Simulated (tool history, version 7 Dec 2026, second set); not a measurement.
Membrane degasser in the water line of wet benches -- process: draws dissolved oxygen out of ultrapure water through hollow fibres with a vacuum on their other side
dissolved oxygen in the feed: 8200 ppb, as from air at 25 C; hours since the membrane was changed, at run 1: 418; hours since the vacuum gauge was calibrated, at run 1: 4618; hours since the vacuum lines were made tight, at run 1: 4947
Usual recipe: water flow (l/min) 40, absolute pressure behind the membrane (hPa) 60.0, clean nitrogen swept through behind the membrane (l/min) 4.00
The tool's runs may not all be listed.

run,hour,water flow (l/min),absolute pressure behind the membrane (hPa),clean nitrogen swept through behind the membrane (l/min),hours since the membrane was changed,hours since the vacuum gauge was calibrated,hours since the vacuum lines were made tight,dissolved oxygen in the water behind the degasser (ppb),pressure that the water loses in the fibres (hPa)
1,0.0,40,60.0,4.00,418,4618,4947,217.0,616.5
2,64.2,40,60.0,4.00,482,4682,5011,219.7,613.7
3,162.1,40,60.0,4.00,580,4780,5109,216.6,615.4
4,217.3,40,60.0,4.00,635,4835,5165,215.6,614.7
5,267.1,40,60.0,4.00,685,4885,5214,220.5,622.6
6,342.1,40,60.0,4.00,760,4960,5289,219.8,618.4
7,436.1,40,60.0,4.00,854,5054,5383,217.7,615.4
8,500.3,40,60.0,4.00,918,5118,5447,219.6,615.0
9,609.4,51,60.0,4.00,1027,5227,5557,390.6,785.2
10,716.0,51,60.0,4.00,1134,5334,5663,386.7,795.3
11,796.3,37,60.0,4.00,1214,5414,5744,184.3,576.6
12,872.7,37,60.0,4.00,1291,5491,5820,184.4,572.6
13,943.2,27,60.0,4.00,1361,5561,5890,85.2,415.6
14,1002.7,27,60.0,4.00,1421,5621,5950,86.8,421.7
15,1084.1,27,60.0,4.00,1502,5702,6031,87.3,421.1
16,1155.2,27,60.0,4.00,1573,5773,6102,84.6,420.1
17,1230.6,27,60.0,4.00,1648,5849,6178,86.1,420.0
18,1283.3,27,60.0,4.00,1701,5901,6231,87.7,419.0
19,1357.2,48,60.0,4.00,1775,5975,6304,347.4,749.5
20,1441.7,33,121.8,7.02,1860,6060,6389,187.7,516.1
21,1532.1,32,103.6,9.79,1950,6150,6479,131.1,501.0
22,1650.6,30,60.0,6.88,2068,6269,6598,91.6,466.9
23,1750.7,30,81.8,9.39,2169,6369,6698,98.9,467.3
24,1804.1,61,141.0,4.00,2222,6422,6751,832.5,957.8
25,1883.3,40,82.3,7.29,2301,6501,6830,227.9,626.3
26,1945.5,40,82.3,7.29,2363,6564,6893,231.0,627.7
27,2057.7,33,63.6,8.99,2476,6676,7005,114.2,519.4
28,2144.8,33,131.8,8.99,2563,6763,7092,175.3,518.2
29,2228.1,50,131.8,8.99,2646,6846,7175,434.2,785.1
30,2306.4,54,87.3,8.40,2724,6924,7254,457.2,850.6
31,2420.4,25,53.2,4.90,2838,7038,7368,58.4,394.9
32,2481.9,40,147.4,3.49,2900,7100,7429,461.0,630.3
33,2584.7,31,146.8,4.00,3003,7203,7532,286.1,488.4

Difference, measured minus no-hidden-state, one row per run. Run-to-run variation is common to both terms; the gauge's own scatter need not be:
Unlogged tool condition in this case: membrane still open, %; true pressure behind the membrane over the reading, kPa; air that leaks in behind the membrane, l/min; drift of the gauge itself on oxygen_ppb, %; drift of the gauge itself on loss_of_pressure_kpa, %.
run,dissolved oxygen in the water behind the degasser (ppb),pressure that the water loses in the fibres (hPa)
1,+10.3,+2.7
2,+10.9,+3.1
3,+11.3,+3.7
4,+11.7,+3.9
5,+12.3,+4.3
6,+12.8,+4.8
7,+13.3,+5.3
8,+13.9,+5.6
9,+20.1,+8.1
10,+21.1,+9.0
11,+14.4,+6.9
12,+14.9,+7.4
13,+9.5,+5.6
14,+9.8,+5.9
15,+10.0,+6.4
16,+10.0,+6.6
17,+10.3,+6.9
18,+10.7,+7.1
19,+26.6,+13.3
20,+13.3,+9.5
21,+10.8,+9.7
22,+10.8,+9.6
23,+10.2,+10.0
24,+43.2,+21.1
25,+20.4,+14.3
26,+21.1,+14.7
27,+13.4,+12.6
28,+15.2,+13.2
29,+32.4,+20.5
30,+37.3,+22.9
31,+10.5,+11.1
32,+32.6,+18.1
33,+22.4,+14.6
